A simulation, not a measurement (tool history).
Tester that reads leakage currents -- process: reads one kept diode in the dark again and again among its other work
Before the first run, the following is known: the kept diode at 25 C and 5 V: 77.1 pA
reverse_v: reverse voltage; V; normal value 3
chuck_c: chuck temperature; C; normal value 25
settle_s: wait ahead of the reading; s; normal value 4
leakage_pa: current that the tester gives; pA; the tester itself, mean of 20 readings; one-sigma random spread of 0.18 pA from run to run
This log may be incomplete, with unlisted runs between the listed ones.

{"run": 1, "hour": 0.0, "reverse_v": 3, "chuck_c": 25, "settle_s": 4, "leakage_pa": 61.02}
{"run": 2, "hour": 47.9, "reverse_v": 3, "chuck_c": 25, "settle_s": 3.01, "leakage_pa": 61.25}
{"run": 3, "hour": 108.5, "reverse_v": 3, "chuck_c": 25, "settle_s": 3.01, "leakage_pa": 61.14}
{"run": 4, "hour": 144.1, "reverse_v": 3, "chuck_c": 25, "settle_s": 3.01, "leakage_pa": 61.6}
{"run": 5, "hour": 175.7, "reverse_v": 3, "chuck_c": 27, "settle_s": 3.01, "leakage_pa": 71.54}
{"run": 6, "hour": 253.8, "reverse_v": 5.25, "chuck_c": 25, "settle_s": 4, "leakage_pa": 85.37}
{"run": 7, "hour": 301.9, "reverse_v": 5.25, "chuck_c": 25, "settle_s": 4, "leakage_pa": 85.65}
{"run": 8, "hour": 366.8, "reverse_v": 5.25, "chuck_c": 25, "settle_s": 4, "leakage_pa": 85.48}
{"run": 9, "hour": 433.6, "reverse_v": 3, "chuck_c": 25, "settle_s": 4, "leakage_pa": 62.02}
{"hour": 458.0, "done": "chuck's temperature calibrated"}
{"run": 10, "hour": 509.4, "reverse_v": 3, "chuck_c": 25, "settle_s": 4, "leakage_pa": 58.83}
{"run": 11, "hour": 575.7, "reverse_v": 3, "chuck_c": 25, "settle_s": 4, "leakage_pa": 58.66}
{"run": 12, "hour": 644.9, "reverse_v": 2.76, "chuck_c": 25, "settle_s": 4, "leakage_pa": 55.85}
{"run": 13, "hour": 684.1, "reverse_v": 2.76, "chuck_c": 25, "settle_s": 4, "leakage_pa": 56.19}
{"run": 14, "hour": 728.6, "reverse_v": 3, "chuck_c": 25, "settle_s": 0.61, "leakage_pa": 59.97}
{"run": 15, "hour": 785.5, "reverse_v": 3, "chuck_c": 25, "settle_s": 0.61, "leakage_pa": 60.07}
{"run": 16, "hour": 839.1, "reverse_v": 3, "chuck_c": 25, "settle_s": 4, "leakage_pa": 59.38}
{"hour": 845.7, "done": "tester calibrated"}
{"run": 17, "hour": 910.6, "reverse_v": 3, "chuck_c": 25, "settle_s": 4, "leakage_pa": 59.22}
{"run": 18, "hour": 962.8, "reverse_v": 3, "chuck_c": 25, "settle_s": 4, "leakage_pa": 59.08}
{"run": 19, "hour": 1021.2, "reverse_v": 3, "chuck_c": 25, "settle_s": 4, "leakage_pa": 59.35}
{"hour": 1044.1, "done": "tester calibrated, once more"}
{"run": 20, "hour": 1064.9, "reverse_v": 3, "chuck_c": 25, "settle_s": 4, "leakage_pa": 60.37}
{"run": 21, "hour": 1114.9, "reverse_v": 3.12, "chuck_c": 57, "settle_s": 2.52, "leakage_pa": 579.06}
{"run": 22, "hour": 1165.8, "reverse_v": 3, "chuck_c": 25, "settle_s": 4.85, "leakage_pa": 60.45}
{"run": 23, "hour": 1200.1, "reverse_v": 3, "chuck_c": 55, "settle_s": 0.87, "leakage_pa": 503.17}
{"run": 24, "hour": 1271.7, "reverse_v": 3, "chuck_c": 55, "settle_s": 0.87, "leakage_pa": 500.57}
{"run": 25, "hour": 1343.3, "reverse_v": 1.72, "chuck_c": 25, "settle_s": 0.9, "leakage_pa": 44.23}
{"run": 26, "hour": 1413.1, "reverse_v": 1.72, "chuck_c": 25, "settle_s": 0.9, "leakage_pa": 44.23}
{"run": 27, "hour": 1453.7, "reverse_v": 3.7, "chuck_c": 38, "settle_s": 1.88, "leakage_pa": 178.68}
{"run": 28, "hour": 1530.3, "reverse_v": 1.63, "chuck_c": 37, "settle_s": 4, "leakage_pa": 103.15}
{"run": 29, "hour": 1565.0, "reverse_v": 1.49, "chuck_c": 21, "settle_s": 4, "leakage_pa": 30.01}
{"run": 30, "hour": 1600.5, "reverse_v": 3.98, "chuck_c": 48, "settle_s": 4, "leakage_pa": 372.68}
{"run": 31, "hour": 1649.9, "reverse_v": 3.98, "chuck_c": 48, "settle_s": 4, "leakage_pa": 371.83}
{"run": 32, "hour": 1711.3, "reverse_v": 3.98, "chuck_c": 48, "settle_s": 4, "leakage_pa": 372.06}
{"run": 33, "hour": 1777.7, "reverse_v": 1.22, "chuck_c": 52, "settle_s": 0.31, "leakage_pa": 246.11}
{"run": 34, "hour": 1824.6, "reverse_v": 3.58, "chuck_c": 26, "settle_s": 2.42, "leakage_pa": 73.97}
{"run": 35, "hour": 1887.3, "reverse_v": 2.02, "chuck_c": 25, "settle_s": 8.7, "leakage_pa": 48.47}
{"run": 36, "hour": 1918.9, "reverse_v": 5.7, "chuck_c": 46, "settle_s": 8.7, "leakage_pa": 401.52}
{"run": 37, "hour": 1995.6, "reverse_v": 5.7, "chuck_c": 46, "settle_s": 8.7, "leakage_pa": 402.44}
{"run": 38, "hour": 2040.1, "reverse_v": 8.64, "chuck_c": 35, "settle_s": 3.53, "leakage_pa": 239.37}
{"run": 39, "hour": 2098.1, "reverse_v": 8.64, "chuck_c": 35, "settle_s": 3.53, "leakage_pa": 239.28}
{"run": 40, "hour": 2171.2, "reverse_v": 5.01, "chuck_c": 24, "settle_s": 1.46, "leakage_pa": 79.42}

3 options for the next run, each taken on its own from the tool as it stands now. Forecast them:
{"run": "A", "hour": 2206.6, "reverse_v": 4.24, "chuck_c": 24, "settle_s": 0.71, "leakage_pa": "?"}
{"run": "B", "hour": 2206.6, "reverse_v": 11.87, "chuck_c": 24, "settle_s": 2.46, "leakage_pa": "?"}
{"run": "C", "hour": 2206.6, "reverse_v": 5.01, "chuck_c": 26, "settle_s": 1.22, "leakage_pa": "?"}

run=A leakage_pa=72.47
run=B leakage_pa=135.61
run=C leakage_pa=92.64
With the hidden condition removed and each run's random variation left untouched, the same runs would have given:
run=A leakage_pa=66.15
run=B leakage_pa=118.54
run=C leakage_pa=85.08

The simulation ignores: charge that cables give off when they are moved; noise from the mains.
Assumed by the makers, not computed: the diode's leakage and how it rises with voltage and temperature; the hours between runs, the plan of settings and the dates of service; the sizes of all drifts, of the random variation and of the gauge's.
